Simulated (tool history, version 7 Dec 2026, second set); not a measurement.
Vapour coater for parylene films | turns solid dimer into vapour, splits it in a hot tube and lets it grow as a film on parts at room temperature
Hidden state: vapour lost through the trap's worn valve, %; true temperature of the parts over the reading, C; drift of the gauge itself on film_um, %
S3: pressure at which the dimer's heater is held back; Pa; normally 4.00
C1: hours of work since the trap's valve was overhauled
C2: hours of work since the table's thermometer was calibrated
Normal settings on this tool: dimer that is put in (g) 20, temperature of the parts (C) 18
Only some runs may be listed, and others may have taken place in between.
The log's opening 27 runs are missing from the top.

{"run": 28, "day": 61.821, "dimer that is put in (g)": 30, "temperature of the parts (C)": 18, "S3": 6.04, "C1": 218, "C2": 36, "thickness of the film (nm)": 5740}
{"day": 62.25, "done": "trap's valve overhauled"}
{"run": 29, "day": 64.892, "dimer that is put in (g)": 30, "temperature of the parts (C)": 18, "S3": 6.04, "C1": 47, "C2": 88, "thickness of the film (nm)": 6690}
{"run": 30, "day": 66.425, "dimer that is put in (g)": 16, "temperature of the parts (C)": 17, "S3": 6.04, "C1": 74, "C2": 115, "thickness of the film (nm)": 3610}
{"run": 31, "day": 69.038, "dimer that is put in (g)": 14, "temperature of the parts (C)": 11, "S3": 4.0, "C1": 120, "C2": 161, "thickness of the film (nm)": 3820}
{"run": 32, "day": 71.725, "dimer that is put in (g)": 14, "temperature of the parts (C)": 11, "S3": 4.0, "C1": 168, "C2": 209, "thickness of the film (nm)": 3720}
{"run": 33, "day": 74.462, "dimer that is put in (g)": 11, "temperature of the parts (C)": 24, "S3": 5.03, "C1": 217, "C2": 258, "thickness of the film (nm)": 1770}
{"day": 74.996, "done": "trap's valve overhauled"}
{"day": 75.25, "done": "table's thermometer calibrated, once more"}
{"run": 34, "day": 77.317, "dimer that is put in (g)": 12, "temperature of the parts (C)": 12, "S3": 3.97, "C1": 40, "C2": 37, "thickness of the film (nm)": 3160}
{"run": 35, "day": 78.958, "dimer that is put in (g)": 12, "temperature of the parts (C)": 12, "S3": 3.97, "C1": 70, "C2": 66, "thickness of the film (nm)": 3120}
{"run": 36, "day": 80.175, "dimer that is put in (g)": 12, "temperature of the parts (C)": 12, "S3": 3.97, "C1": 91, "C2": 87, "thickness of the film (nm)": 3070}
{"run": 37, "day": 83.079, "dimer that is put in (g)": 21, "temperature of the parts (C)": 12, "S3": 3.73, "C1": 143, "C2": 139, "thickness of the film (nm)": 5180}
{"run": 38, "day": 85.375, "dimer that is put in (g)": 20, "temperature of the parts (C)": 21, "S3": 5.48, "C1": 183, "C2": 180, "thickness of the film (nm)": 3450}
{"run": 39, "day": 86.683, "dimer that is put in (g)": 20, "temperature of the parts (C)": 21, "S3": 5.48, "C1": 207, "C2": 203, "thickness of the film (nm)": 3420}
{"day": 87.688, "done": "trap's valve overhauled"}
{"run": 40, "day": 89.512, "dimer that is put in (g)": 11, "temperature of the parts (C)": 26, "S3": 4.0, "C1": 32, "C2": 250, "thickness of the film (nm)": 1790}
{"run": 41, "day": 91.0, "dimer that is put in (g)": 9, "temperature of the parts (C)": 20, "S3": 4.0, "C1": 59, "C2": 277, "thickness of the film (nm)": 1800}
{"run": 42, "day": 92.771, "dimer that is put in (g)": 14, "temperature of the parts (C)": 18, "S3": 4.45, "C1": 90, "C2": 308, "thickness of the film (nm)": 2960}
{"run": 43, "day": 94.496, "dimer that is put in (g)": 20, "temperature of the parts (C)": 14, "S3": 2.55, "C1": 121, "C2": 339, "thickness of the film (nm)": 4880}
{"run": 44, "day": 97.275, "dimer that is put in (g)": 20, "temperature of the parts (C)": 14, "S3": 2.55, "C1": 170, "C2": 388, "thickness of the film (nm)": 4800}
{"run": 45, "day": 98.5, "dimer that is put in (g)": 20, "temperature of the parts (C)": 14, "S3": 2.55, "C1": 192, "C2": 410, "thickness of the film (nm)": 4680}
{"day": 100.325, "done": "trap's valve overhauled"}
{"run": 46, "day": 100.492, "dimer that is put in (g)": 20, "temperature of the parts (C)": 15, "S3": 5.37, "C1": 3, "C2": 442, "thickness of the film (nm)": 4880}
{"run": 47, "day": 102.6, "dimer that is put in (g)": 20, "temperature of the parts (C)": 18, "S3": 2.28, "C1": 40, "C2": 480, "thickness of the film (nm)": 4580}

Predict each of these 3 candidate next runs independently; none follows another, all start after run 47:
{"run": "A", "day": 103.962, "dimer that is put in (g)": 28, "temperature of the parts (C)": 18, "S3": 2.28, "C1": 65, "C2": 504, "thickness of the film (nm)": "?"}
{"run": "B", "day": 103.962, "dimer that is put in (g)": 20, "temperature of the parts (C)": 15, "S3": 2.28, "C1": 65, "C2": 504, "thickness of the film (nm)": "?"}
{"run": "C", "day": 103.962, "dimer that is put in (g)": 9, "temperature of the parts (C)": 14, "S3": 6.91, "C1": 65, "C2": 504, "thickness of the film (nm)": "?"}

run=A thickness_of_the_film_(nm)=6300
run=B thickness_of_the_film_(nm)=4880
run=C thickness_of_the_film_(nm)=2200
Stripped of hidden state, with their random variation kept, the same runs would have yielded:
run=A thickness_of_the_film_(nm)=6480
run=B thickness_of_the_film_(nm)=5020
run=C thickness_of_the_film_(nm)=2260

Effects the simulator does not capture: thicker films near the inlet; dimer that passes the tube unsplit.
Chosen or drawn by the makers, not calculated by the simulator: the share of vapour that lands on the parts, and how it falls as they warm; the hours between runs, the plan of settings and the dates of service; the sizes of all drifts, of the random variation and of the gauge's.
